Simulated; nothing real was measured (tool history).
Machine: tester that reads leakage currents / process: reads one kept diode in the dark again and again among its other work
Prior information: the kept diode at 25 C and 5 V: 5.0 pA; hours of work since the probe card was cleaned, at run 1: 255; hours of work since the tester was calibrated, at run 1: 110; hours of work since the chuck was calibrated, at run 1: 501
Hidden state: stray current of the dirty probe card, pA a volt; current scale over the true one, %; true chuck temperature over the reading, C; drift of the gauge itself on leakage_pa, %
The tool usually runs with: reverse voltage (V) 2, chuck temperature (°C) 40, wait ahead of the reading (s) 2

run	hour	reverse voltage (V)	chuck temperature (°C)	wait ahead of the reading (s)	hours of work since the probe card was cleaned	hours of work since the tester was calibrated	hours of work since the chuck was calibrated	current that the tester gives (pA)
1	0	2	40	2	255	110	501	13.72
2	82.3	2	40	2	296	152	543	13.8
3	138.6	2	40	2	325	181	571	13.88
4	196	2	28	2	354	210	601	5.38
5	286.2	3.24	28	2	400	256	646	6.91
6	400.8	2	40	2	458	314	705	14
7	503.4	2	40	2	510	366	757	14.11
8	564.4	2	40	2	541	397	788	14
9	616.6	2	40	2	568	424	814	14.2
10	690.5	3.71	40	2	606	461	852	18.64
11	742.7	3.71	40	2	632	488	879	18.66
12	826.5	3.71	40	2	675	531	921	18.68
13	917.1	3.71	40	2	721	577	967	18.87
14	970.3	3.71	40	2	748	604	994	18.84
15	1085	2	40	2	806	662	1053	14.29
16	1200.7	2	40	2	865	721	1111	14.37
17	1277.4	2	40	2	904	760	1150	14.42
# hour 1286.9: chuck's temperature calibrated
18	1346.3	2	40	2.84	938	794	30	14.19
19	1437.3	2	40	8.98	984	840	76	14.09
20	1556.8	2	40	8.98	1045	901	137	14.16
21	1636.7	13.19	40	1.4	1086	941	178	39.79
22	1743.2	2	40	8.2	1140	996	232	14.22
23	1797.9	3.52	22	7.78	1167	1023	260	7.02
24	1853.1	3.52	22	7.78	1196	1051	288	7.12
25	1936.9	15.54	59	0.44	1238	1094	330	140.54
# hour 2030.4: chuck's temperature calibrated, once more
26	2051.2	1.51	22	0.44	1295	1151	11	4.84
27	2112.5	1.51	28	0.44	1326	1182	42	6.64
28	2234.9	1.51	28	0.44	1389	1245	104	6.65
29	2329.3	1.51	28	1.42	1437	1293	152	6.47
30	2440.5	2.7	40	2	1493	1349	208	19.03
31	2557.3	1.28	40	3.53	1553	1408	268	13.13
32	2663.7	1.28	40	3.53	1607	1463	322	13.12
33	2774	1.83	48	0.87	1663	1519	378	27.72
34	2846.3	1.83	48	0.87	1699	1555	415	27.75
35	2938.6	1.83	57	1.35	1746	1602	462	52.59
36	3042.3	3.64	49	4.36	1799	1655	514	40.38
37	3127.6	3.64	25	4.36	1842	1698	558	11.06
38	3230.8	3.64	25	4.36	1895	1751	610	11.29
39	3281.3	2.98	40	9.69	1921	1777	636	20.47

Consider 4 possible next runs. They are alternatives, not a sequence: every one starts from the tool as it was left by run 39. What does each give?
A	3349.6	17.34	25	9.69	1955	1811	671	?
B	3349.6	2	44	2.85	1955	1811	671	?
C	3349.6	10.4	25	1.7	1955	1811	671	?
D	3349.6	2.98	36	9.69	1955	1811	671	?

run	current that the tester gives (pA)
A	41.37
B	21.72
C	27.3
D	16.43
Take away the tool's hidden state, keep each run's random variation, and the runs would have read:
run	current that the tester gives (pA)
A	8.4
B	18.93
C	7.55
D	11.29
